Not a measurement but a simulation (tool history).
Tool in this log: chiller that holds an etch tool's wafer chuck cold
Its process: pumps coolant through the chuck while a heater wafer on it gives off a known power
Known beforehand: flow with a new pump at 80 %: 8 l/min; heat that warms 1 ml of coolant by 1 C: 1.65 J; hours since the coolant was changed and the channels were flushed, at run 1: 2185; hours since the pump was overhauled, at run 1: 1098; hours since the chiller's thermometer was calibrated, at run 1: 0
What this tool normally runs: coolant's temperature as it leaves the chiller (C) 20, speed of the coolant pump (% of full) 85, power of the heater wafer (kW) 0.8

| run | hour | coolant's temperature as it leaves the chiller (C) | speed of the coolant pump (% of full) | power of the heater wafer (kW) | hours since the coolant was changed and the channels were flushed | hours since the pump was overhauled | hours since the chiller's thermometer was calibrated | chuck's temperature once it has settled (K) | how much warmer the coolant comes back (C) |
|---|---|---|---|---|---|---|---|---|---|
| 1 | 0 | 20 | 85 | 0.8 | 2185 | 1098 | 0 | 301.05 | 3.52 |
| 2 | 203.8 | 23 | 85 | 0.8 | 2389 | 1302 | 204 | 304.05 | 3.5 |
| 3 | 326.2 | 20 | 85 | 0.651 | 2512 | 1424 | 326 | 299.65 | 2.86 |
| 4 | 539 | 20 | 85 | 0.651 | 2724 | 1637 | 539 | 299.65 | 2.89 |
| 5 | 660.3 | 20 | 85 | 0.867 | 2846 | 1758 | 660 | 302.05 | 3.81 |
| 6 | 818.9 | 20 | 85 | 0.867 | 3004 | 1917 | 819 | 301.95 | 3.88 |
| 7 | 957.9 | 20 | 85 | 0.867 | 3143 | 2056 | 958 | 302.05 | 3.87 |
| 8 | 1144.8 | 20 | 85 | 0.867 | 3330 | 2243 | 1145 | 302.05 | 3.86 |
| 9 | 1353.3 | 15 | 85 | 0.8 | 3539 | 2451 | 1353 | 296.25 | 3.62 |
| 10 | 1524.4 | 15 | 85 | 0.8 | 3710 | 2622 | 1524 | 296.45 | 3.65 |
|  | 1691.6 | coolant changed, channels flushed |
| 11 | 1698.3 | 15 | 85 | 0.8 | 7 | 2790 | 1692 | 295.55 | 3.64 |
| 12 | 1824.6 | 23 | 72 | 0.461 | 133 | 2916 | 1819 | 300.45 | 2.49 |
| 13 | 1972.9 | 23 | 83 | 0.857 | 281 | 3065 | 1967 | 304.15 | 4.06 |
| 14 | 2074 | 22 | 83 | 0.857 | 382 | 3166 | 2068 | 303.05 | 3.96 |
| 15 | 2257.6 | 10 | 79 | 1.045 | 566 | 3350 | 2252 | 293.35 | 5.19 |
| 16 | 2453 | 20 | 67 | 0.688 | 761 | 3545 | 2447 | 300.45 | 4 |
| 17 | 2625.1 | 20 | 100 | 0.8 | 933 | 3717 | 2619 | 299.75 | 3.26 |
| 18 | 2735.2 | 11 | 76 | 0.71 | 1044 | 3827 | 2729 | 290.95 | 3.71 |
| 19 | 2880.4 | 11 | 76 | 0.71 | 1189 | 3972 | 2874 | 291.05 | 3.7 |
| 20 | 2992.7 | 13 | 74 | 0.636 | 1301 | 4085 | 2987 | 292.45 | 3.36 |
|  | 3021.9 | chiller's thermometer calibrated |
| 21 | 3189.6 | 27 | 73 | 0.422 | 1497 | 4280 | 168 | 304.85 | 2.33 |
| 22 | 3315.1 | 27 | 73 | 0.422 | 1622 | 4406 | 293 | 304.65 | 2.3 |

Alternative continuations, all from the tool just after run 22; predict every row:
| A | 3522.8 | 11 | 79 | 0.534 | 1830 | 4614 | 501 | ? | ? |
| B | 3522.8 | 27 | 68 | 0.429 | 1830 | 4614 | 501 | ? | ? |
| C | 3522.8 | 13 | 67 | 0.561 | 1830 | 4614 | 501 | ? | ? |
| D | 3522.8 | 17 | 73 | 0.4 | 1830 | 4614 | 501 | ? | ? |

| run | chuck's temperature once it has settled (K) | how much warmer the coolant comes back (C) |
|---|---|---|
| A | 289.85 | 2.72 |
| B | 305.25 | 2.47 |
| C | 292.95 | 3.33 |
| D | 294.75 | 2.17 |
With no hidden state in the tool, these same runs would have given:
| run | chuck's temperature once it has settled (K) | how much warmer the coolant comes back (C) |
|---|---|---|
| A | 289.35 | 2.45 |
| B | 304.75 | 2.22 |
| C | 292.25 | 3 |
| D | 294.25 | 1.96 |

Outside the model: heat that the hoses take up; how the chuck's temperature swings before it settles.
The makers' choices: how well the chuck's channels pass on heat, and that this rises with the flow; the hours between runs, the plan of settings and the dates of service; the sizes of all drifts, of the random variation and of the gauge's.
